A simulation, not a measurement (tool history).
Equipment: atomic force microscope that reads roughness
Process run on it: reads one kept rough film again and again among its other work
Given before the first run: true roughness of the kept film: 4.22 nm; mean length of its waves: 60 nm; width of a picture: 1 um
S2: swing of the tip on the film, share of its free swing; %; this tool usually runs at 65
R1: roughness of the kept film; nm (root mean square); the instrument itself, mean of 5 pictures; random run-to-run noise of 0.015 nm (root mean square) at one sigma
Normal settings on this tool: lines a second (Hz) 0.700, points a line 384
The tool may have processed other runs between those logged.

{"run": 1, "hour": 0.0, "lines a second (Hz)": 0.7, "S2": 65, "points a line": 384, "R1": 3.836}
{"run": 2, "hour": 6.8, "lines a second (Hz)": 0.7, "S2": 65, "points a line": 384, "R1": 3.835}
{"run": 3, "hour": 17.6, "lines a second (Hz)": 0.7, "S2": 65, "points a line": 384, "R1": 3.831}
{"run": 4, "hour": 30.1, "lines a second (Hz)": 0.7, "S2": 65, "points a line": 384, "R1": 3.818}
{"run": 5, "hour": 38.7, "lines a second (Hz)": 0.7, "S2": 65, "points a line": 384, "R1": 3.818}
{"run": 6, "hour": 51.6, "lines a second (Hz)": 0.7, "S2": 65, "points a line": 384, "R1": 3.807}
{"hour": 59.8, "done": "new tip fitted"}
{"run": 7, "hour": 61.9, "lines a second (Hz)": 0.7, "S2": 65, "points a line": 384, "R1": 3.963}
{"run": 8, "hour": 71.0, "lines a second (Hz)": 0.7, "S2": 65, "points a line": 384, "R1": 3.946}
{"run": 9, "hour": 77.1, "lines a second (Hz)": 0.7, "S2": 65, "points a line": 384, "R1": 3.951}
{"run": 10, "hour": 85.2, "lines a second (Hz)": 1.969, "S2": 65, "points a line": 384, "R1": 3.702}
{"run": 11, "hour": 97.9, "lines a second (Hz)": 1.969, "S2": 65, "points a line": 351, "R1": 3.7}
{"run": 12, "hour": 105.5, "lines a second (Hz)": 0.7, "S2": 65, "points a line": 384, "R1": 3.901}
{"run": 13, "hour": 112.2, "lines a second (Hz)": 0.7, "S2": 65, "points a line": 384, "R1": 3.923}
{"run": 14, "hour": 119.0, "lines a second (Hz)": 0.7, "S2": 65, "points a line": 336, "R1": 3.914}
{"run": 15, "hour": 127.6, "lines a second (Hz)": 0.88, "S2": 65, "points a line": 384, "R1": 3.864}
{"run": 16, "hour": 140.6, "lines a second (Hz)": 0.7, "S2": 65, "points a line": 384, "R1": 3.889}
{"run": 17, "hour": 149.8, "lines a second (Hz)": 0.7, "S2": 65, "points a line": 507, "R1": 3.867}
{"run": 18, "hour": 156.6, "lines a second (Hz)": 0.7, "S2": 65, "points a line": 507, "R1": 3.874}
{"run": 19, "hour": 167.6, "lines a second (Hz)": 0.7, "S2": 65, "points a line": 384, "R1": 3.862}
{"run": 20, "hour": 179.1, "lines a second (Hz)": 0.7, "S2": 65, "points a line": 715, "R1": 3.875}
{"run": 21, "hour": 190.6, "lines a second (Hz)": 0.7, "S2": 65, "points a line": 375, "R1": 3.824}
{"run": 22, "hour": 196.1, "lines a second (Hz)": 3.737, "S2": 65, "points a line": 384, "R1": 3.377}
{"run": 23, "hour": 205.8, "lines a second (Hz)": 3.737, "S2": 65, "points a line": 384, "R1": 3.404}
{"run": 24, "hour": 217.9, "lines a second (Hz)": 3.737, "S2": 65, "points a line": 384, "R1": 3.367}
{"run": 25, "hour": 227.7, "lines a second (Hz)": 0.952, "S2": 65, "points a line": 384, "R1": 3.768}
{"run": 26, "hour": 234.6, "lines a second (Hz)": 0.952, "S2": 65, "points a line": 384, "R1": 3.765}
{"run": 27, "hour": 242.8, "lines a second (Hz)": 0.952, "S2": 65, "points a line": 384, "R1": 3.771}
{"run": 28, "hour": 248.7, "lines a second (Hz)": 0.952, "S2": 65, "points a line": 384, "R1": 3.755}
{"hour": 251.0, "done": "new tip fitted"}
{"run": 29, "hour": 256.1, "lines a second (Hz)": 0.952, "S2": 89, "points a line": 384, "R1": 3.532}
{"run": 30, "hour": 262.3, "lines a second (Hz)": 0.952, "S2": 89, "points a line": 384, "R1": 3.523}
{"run": 31, "hour": 274.7, "lines a second (Hz)": 3.366, "S2": 85, "points a line": 330, "R1": 2.784}

Predict the results of run 32:
{"run": 32, "hour": 284.6, "lines a second (Hz)": 0.605, "S2": 65, "points a line": 263, "R1": "?"}

Run 32 produced R1 3.910 nm (root mean square).
Were there no unlogged condition in the tool, this run, its random variation unchanged, would have produced R1 3.982 nm (root mean square).
